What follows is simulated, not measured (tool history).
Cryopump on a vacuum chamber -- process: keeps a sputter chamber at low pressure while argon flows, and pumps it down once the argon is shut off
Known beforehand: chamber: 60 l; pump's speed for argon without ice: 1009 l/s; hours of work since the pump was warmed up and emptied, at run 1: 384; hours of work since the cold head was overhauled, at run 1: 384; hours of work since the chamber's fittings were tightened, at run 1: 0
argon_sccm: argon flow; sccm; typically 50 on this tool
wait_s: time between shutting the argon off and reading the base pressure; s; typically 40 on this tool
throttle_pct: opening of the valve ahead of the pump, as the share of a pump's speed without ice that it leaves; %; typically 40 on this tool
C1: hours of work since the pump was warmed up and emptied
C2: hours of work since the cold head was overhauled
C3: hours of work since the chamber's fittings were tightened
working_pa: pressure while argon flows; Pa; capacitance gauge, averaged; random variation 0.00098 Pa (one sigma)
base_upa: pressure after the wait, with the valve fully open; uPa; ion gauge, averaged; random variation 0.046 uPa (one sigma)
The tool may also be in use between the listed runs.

{"run": 1, "hour": 0.0, "argon_sccm": 50, "wait_s": 40, "throttle_pct": 40, "C1": 384, "C2": 384, "C3": 0, "working_pa": 0.2224, "base_upa": 2.77}
{"run": 2, "hour": 93.1, "argon_sccm": 50, "wait_s": 40, "throttle_pct": 40, "C1": 456, "C2": 456, "C3": 72, "working_pa": 0.228, "base_upa": 2.76}
{"run": 3, "hour": 219.0, "argon_sccm": 50, "wait_s": 40, "throttle_pct": 33, "C1": 553, "C2": 553, "C3": 169, "working_pa": 0.2757, "base_upa": 3.02}
{"run": 4, "hour": 297.8, "argon_sccm": 50, "wait_s": 40, "throttle_pct": 40, "C1": 614, "C2": 614, "C3": 230, "working_pa": 0.2327, "base_upa": 3.05}
{"run": 5, "hour": 414.3, "argon_sccm": 50, "wait_s": 40, "throttle_pct": 40, "C1": 704, "C2": 704, "C3": 320, "working_pa": 0.2347, "base_upa": 3.22}
{"run": 6, "hour": 475.6, "argon_sccm": 50, "wait_s": 40, "throttle_pct": 40, "C1": 752, "C2": 752, "C3": 368, "working_pa": 0.2369, "base_upa": 3.37}
{"run": 7, "hour": 535.7, "argon_sccm": 50, "wait_s": 40, "throttle_pct": 40, "C1": 798, "C2": 798, "C3": 414, "working_pa": 0.2392, "base_upa": 3.49}
{"run": 8, "hour": 653.5, "argon_sccm": 50, "wait_s": 40, "throttle_pct": 40, "C1": 889, "C2": 889, "C3": 505, "working_pa": 0.2442, "base_upa": 3.58}
{"run": 9, "hour": 705.0, "argon_sccm": 54, "wait_s": 72, "throttle_pct": 36, "C1": 929, "C2": 929, "C3": 545, "working_pa": 0.2924, "base_upa": 2.5}
{"run": 10, "hour": 790.0, "argon_sccm": 88, "wait_s": 85, "throttle_pct": 40, "C1": 995, "C2": 995, "C3": 611, "working_pa": 0.4394, "base_upa": 2.54}
{"run": 11, "hour": 874.9, "argon_sccm": 21, "wait_s": 193, "throttle_pct": 40, "C1": 1060, "C2": 1060, "C3": 676, "working_pa": 0.1056, "base_upa": 2.05}
{"run": 12, "hour": 973.0, "argon_sccm": 32, "wait_s": 116, "throttle_pct": 39, "C1": 1136, "C2": 1136, "C3": 752, "working_pa": 0.1686, "base_upa": 2.55}
{"hour": 1017.7, "done": "pump warmed up, emptied and cooled again"}
{"run": 13, "hour": 1032.8, "argon_sccm": 32, "wait_s": 116, "throttle_pct": 39, "C1": 12, "C2": 1178, "C3": 795, "working_pa": 0.1381, "base_upa": 1.97}
{"run": 14, "hour": 1094.5, "argon_sccm": 41, "wait_s": 212, "throttle_pct": 23, "C1": 59, "C2": 1226, "C3": 842, "working_pa": 0.3013, "base_upa": 1.64}

What if the next run were any one of these 5? Each begins from the tool's condition after run 14:
{"run": "A", "hour": 1169.8, "argon_sccm": 50, "wait_s": 40, "throttle_pct": 29, "C1": 118, "C2": 1284, "C3": 900, "working_pa": "?", "base_upa": "?"}
{"run": "B", "hour": 1169.8, "argon_sccm": 27, "wait_s": 62, "throttle_pct": 22, "C1": 118, "C2": 1284, "C3": 900, "working_pa": "?", "base_upa": "?"}
{"run": "C", "hour": 1169.8, "argon_sccm": 50, "wait_s": 40, "throttle_pct": 48, "C1": 118, "C2": 1284, "C3": 900, "working_pa": "?", "base_upa": "?"}
{"run": "D", "hour": 1169.8, "argon_sccm": 41, "wait_s": 212, "throttle_pct": 58, "C1": 118, "C2": 1284, "C3": 900, "working_pa": "?", "base_upa": "?"}
{"run": "E", "hour": 1169.8, "argon_sccm": 26, "wait_s": 53, "throttle_pct": 35, "C1": 118, "C2": 1284, "C3": 900, "working_pa": "?", "base_upa": "?"}

run=A working_pa=0.2939 base_upa=3.61
run=B working_pa=0.2080 base_upa=2.78
run=C working_pa=0.1777 base_upa=3.76
run=D working_pa=0.1215 base_upa=1.75
run=E working_pa=0.1273 base_upa=3.08
With no hidden state in the tool, these same runs would have given:
run=A working_pa=0.2899 base_upa=2.67
run=B working_pa=0.2059 base_upa=1.84
run=C working_pa=0.1737 base_upa=2.78
run=D working_pa=0.1182 base_upa=0.79
run=E working_pa=0.1252 base_upa=2.12
